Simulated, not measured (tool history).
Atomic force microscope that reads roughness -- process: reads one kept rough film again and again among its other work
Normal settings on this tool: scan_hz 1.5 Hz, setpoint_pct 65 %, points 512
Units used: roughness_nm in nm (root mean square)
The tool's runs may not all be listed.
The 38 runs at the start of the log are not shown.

run	hour	scan_hz	setpoint_pct	points	pictures with this tip	hours of work since the height scale was calibrated	roughness_nm
39	1914.9	0.56	86	512	121	786	4.371
# hour 1938.9: new tip fitted
40	1967.5	0.56	63	742	79	827	4.459
# hour 2007.7: new tip fitted
41	2026.2	1.5	61	308	51	873	4.407
42	2068.3	1.5	61	308	167	907	4.397
# hour 2079.3: new tip fitted
43	2111.2	0.93	73	434	88	940	4.417
# hour 2150.9: new tip fitted
44	2163.5	0.93	73	434	34	981	4.414
# hour 2220.6: new tip fitted
45	2234	0.57	59	633	37	1036	4.423
# hour 2290.9: new tip fitted
46	2300.4	1.5	83	512	26	1088	4.307
47	2333.4	1.5	61	512	117	1114	4.422
# hour 2361.5: new tip fitted
48	2381.9	1.5	61	512	57	1152	4.426
# hour 2430.2: new tip fitted
49	2430.9	1.67	57	272	2	1191	4.413

Below are 3 alternative next runs, each starting from the tool's condition after run 49. Predict each:
A	2469.3	1.33	65	753	108	1221	?
B	2469.3	0.88	57	320	108	1221	?
C	2469.3	1.04	71	1023	108	1221	?

run	roughness_nm
A	4.426
B	4.412
C	4.404
The same runs, with their run-to-run variation unchanged, on a tool lacking any hidden condition would have given:
run	roughness_nm
A	4.431
B	4.418
C	4.409
